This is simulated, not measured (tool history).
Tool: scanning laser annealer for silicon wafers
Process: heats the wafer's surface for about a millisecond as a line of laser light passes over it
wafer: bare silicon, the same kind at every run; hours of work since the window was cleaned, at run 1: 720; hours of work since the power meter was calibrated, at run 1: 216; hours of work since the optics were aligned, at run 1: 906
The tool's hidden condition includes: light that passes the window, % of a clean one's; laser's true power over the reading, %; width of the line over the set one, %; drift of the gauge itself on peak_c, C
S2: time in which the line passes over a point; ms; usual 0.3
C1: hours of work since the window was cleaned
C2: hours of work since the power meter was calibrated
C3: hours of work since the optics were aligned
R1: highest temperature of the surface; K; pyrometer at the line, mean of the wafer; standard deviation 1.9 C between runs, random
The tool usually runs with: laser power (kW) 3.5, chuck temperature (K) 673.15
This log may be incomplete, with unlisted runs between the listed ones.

Run 1, hour 0: usual settings; C1 720; C2 216; C3 906. Result: R1 1434.15 K.
Run 2, hour 10.7: usual settings; C1 726; C2 222; C3 912. Result: R1 1434.15 K.
Run 3, hour 19.8: usual settings; C1 732; C2 227; C3 917. Result: R1 1432.15 K.
Run 4, hour 25.3: usual settings; C1 735; C2 230; C3 920. Result: R1 1432.15 K.
Run 5, hour 36.6: usual settings; C1 741; C2 237; C3 926. Result: R1 1431.15 K.
Run 6, hour 46.3: usual settings; C1 747; C2 242; C3 932. Result: R1 1433.15 K.
Run 7, hour 51.8: usual settings; C1 750; C2 245; C3 935. Result: R1 1435.15 K.
Run 8, hour 57.9: usual settings but chuck temperature (K) 640.15; C1 753; C2 249; C3 938. Result: R1 1397.15 K.
Run 9, hour 69.7: usual settings but S2 0.352 ms; C1 760; C2 256; C3 945. Result: R1 1490.15 K.
Run 10, hour 80: usual settings but S2 0.352 ms; C1 766; C2 261; C3 951. Result: R1 1488.15 K.
Run 11, hour 91.7: usual settings but S2 0.352 ms; C1 772; C2 268; C3 957. Result: R1 1489.15 K.
Run 12, hour 104.2: usual settings; C1 779; C2 275; C3 965. Result: R1 1430.15 K.
Run 13, hour 115.4: usual settings but S2 0.346 ms; C1 786; C2 281; C3 971. Result: R1 1480.15 K.
Run 14, hour 122.8: usual settings; C1 790; C2 286; C3 975. Result: R1 1432.15 K.
Run 15, hour 130.9: usual settings; C1 794; C2 290; C3 980. Result: R1 1432.15 K.
Run 16, hour 142.1: usual settings; C1 801; C2 297; C3 986. Result: R1 1430.15 K.
Run 17, hour 150.7: usual settings; C1 806; C2 301; C3 991. Result: R1 1428.15 K.
Run 18, hour 161.3: usual settings but laser power (kW) 3.499; C1 812; C2 307; C3 997. Result: R1 1429.15 K.
Run 19, hour 169: usual settings; C1 816; C2 312; C3 1001. Result: R1 1430.15 K.
Run 20, hour 180.4: usual settings; C1 823; C2 318; C3 1008. Result: R1 1430.15 K.
Run 21, hour 186.7: usual settings; C1 826; C2 322; C3 1011. Result: R1 1429.15 K.
At hour 189.4: window over the wafer cleaned.
Run 22, hour 197.1: usual settings but laser power (kW) 3.434, S2 0.305 ms, chuck temperature (K) 701.15; C1 4; C2 327; C3 1016. Result: R1 1436.15 K.
Run 23, hour 208.7: usual settings but laser power (kW) 3.64, S2 0.231 ms, chuck temperature (K) 701.15; C1 11; C2 333; C3 1023. Result: R1 1401.15 K.
Run 24, hour 214.2: usual settings but laser power (kW) 3.746, S2 0.308 ms, chuck temperature (K) 649.15; C1 14; C2 336; C3 1026. Result: R1 1471.15 K.
Run 25, hour 220.4: usual settings but laser power (kW) 3.151, S2 0.301 ms, chuck temperature (K) 659.15; C1 18; C2 340; C3 1029. Result: R1 1319.15 K.
At hour 225.9: window over the wafer cleaned, once more.
Run 26, hour 229.1: usual settings but laser power (kW) 3.619, S2 0.344 ms; C1 2; C2 344; C3 1033. Result: R1 1543.15 K.
Run 27, hour 236.5: usual settings but laser power (kW) 3.399, S2 0.308 ms, chuck temperature (K) 684.15; C1 6; C2 348; C3 1037. Result: R1 1447.15 K.
Run 28, hour 245.8: usual settings but laser power (kW) 3.47; C1 11; C2 353; C3 1043. Result: R1 1448.15 K.
Run 29, hour 251.9: usual settings but laser power (kW) 3.47; C1 15; C2 357; C3 1046. Result: R1 1447.15 K.
Run 30, hour 260: usual settings but laser power (kW) 3.47; C1 19; C2 361; C3 1051. Result: R1 1447.15 K.
Run 31, hour 268.2: usual settings but laser power (kW) 3.312, S2 0.314 ms; C1 24; C2 366; C3 1055. Result: R1 1417.15 K.
Run 32, hour 277.9: usual settings but laser power (kW) 3.312, S2 0.314 ms; C1 29; C2 371; C3 1061. Result: R1 1417.15 K.
Run 33, hour 284: usual settings but laser power (kW) 3.312, S2 0.314 ms; C1 33; C2 375; C3 1064. Result: R1 1420.15 K.
Run 34, hour 291.9: usual settings but laser power (kW) 3.575, S2 0.252 ms, chuck temperature (K) 707.15; C1 37; C2 379; C3 1069. Result: R1 1450.15 K.
Run 35, hour 303: usual settings but laser power (kW) 3.596, S2 0.248 ms, chuck temperature (K) 709.15; C1 44; C2 385; C3 1075. Result: R1 1454.15 K.
Run 36, hour 308.6: usual settings but laser power (kW) 3.071, S2 0.299 ms, chuck temperature (K) 684.15; C1 47; C2 389; C3 1078. Result: R1 1350.15 K.
Run 37, hour 314.5: usual settings but laser power (kW) 3.071, S2 0.299 ms, chuck temperature (K) 684.15; C1 50; C2 392; C3 1081. Result: R1 1347.15 K.
Run 38, hour 324.6: usual settings but laser power (kW) 3.061, S2 0.265 ms, chuck temperature (K) 705.15; C1 56; C2 398; C3 1087. Result: R1 1334.15 K.
Run 39, hour 331.6: usual settings but laser power (kW) 3.431, S2 0.265 ms, chuck temperature (K) 676.15; C1 60; C2 402; C3 1091. Result: R1 1396.15 K.
Run 40, hour 340.7: usual settings but laser power (kW) 3.431, S2 0.265 ms, chuck temperature (K) 676.15; C1 65; C2 407; C3 1096. Result: R1 1399.15 K.
Run 41, hour 346.8: usual settings but S2 0.23 ms, chuck temperature (K) 653.15; C1 68; C2 410; C3 1100. Result: R1 1348.15 K.

Measured less the same run without the tool's hidden state. The same run-to-run variation is in both; the gauge's scatter may not be:
run   R1
  1  -41
  2  -42
  3  -41
  4  -42
  5  -42
  6  -42
  7  -42
  8  -42
  9  -45
 10  -46
 11  -46
 12  -44
 13  -47
 14  -44
 15  -44
 16  -44
 17  -45
 18  -45
 19  -45
 20  -46
 21  -46
 22  -55
 23  -53
 24  -62
 25  -49
 26  -20
 27  -18
 28  -18
 29  -19
 30  -19
 31  -19
 32  -19
 33  -19
 34  -18
 35  -19
 36  -17
 37  -18
 38  -17
 39  -19
 40  -20
 41  -19

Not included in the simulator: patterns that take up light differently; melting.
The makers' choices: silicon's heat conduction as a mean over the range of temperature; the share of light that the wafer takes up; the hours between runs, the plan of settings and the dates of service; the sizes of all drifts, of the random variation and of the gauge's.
